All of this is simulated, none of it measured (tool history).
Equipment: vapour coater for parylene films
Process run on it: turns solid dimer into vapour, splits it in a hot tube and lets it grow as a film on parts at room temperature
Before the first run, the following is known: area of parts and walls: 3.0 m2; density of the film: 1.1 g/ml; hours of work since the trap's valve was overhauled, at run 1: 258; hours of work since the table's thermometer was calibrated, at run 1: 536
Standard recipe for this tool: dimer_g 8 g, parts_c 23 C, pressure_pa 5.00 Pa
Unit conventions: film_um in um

run	hour	dimer_g	parts_c	pressure_pa	hours of work since the trap's valve was overhauled	hours of work since the table's thermometer was calibrated	film_um
1	0.0	8	23	5.00	258	536	1.135
2	11.3	8	23	5.00	264	542	1.133
3	24.2	8	23	5.00	270	549	1.137
4	50.0	8	23	7.30	284	563	1.040
5	70.6	8	22	5.00	295	573	1.171
6	84.7	8	22	5.00	302	581	1.172
7	96.6	8	22	5.00	308	587	1.171
8	112.4	4	22	5.00	317	595	0.592
9	133.2	4	23	5.00	327	606	0.562
10	158.5	4	23	5.00	341	619	0.567
11	173.1	4	19	2.78	348	627	0.743
12	194.1	4	19	2.78	359	638	0.735
13	210.2	14	23	7.38	368	646	1.792
14	227.8	8	34	4.26	377	656	0.815
15	252.2	14	31	2.52	390	668	1.789
16	269.8	8	31	2.52	399	678	1.024
17	281.6	6	19	2.23	405	684	1.172
18	302.1	6	19	2.23	416	694	1.167
19	322.0	9	31	5.00	426	705	0.970
20	334.1	9	31	5.00	433	711	0.970

Each row is a separate what-if for the run after 20, all from the same tool condition, not one after another. Results?
A	352.7	9	34	5.73	442	721	?
B	352.7	9	31	4.86	442	721	?
C	352.7	3	20	5.00	442	721	?
D	352.7	3	16	2.30	442	721	?
E	352.7	12	18	5.61	442	721	?

run	film_um
A	0.848
B	0.980
C	0.465
D	0.643
E	1.925
With no hidden state in the tool, these same runs would have given:
run	film_um
A	0.879
B	1.016
C	0.482
D	0.666
E	1.996
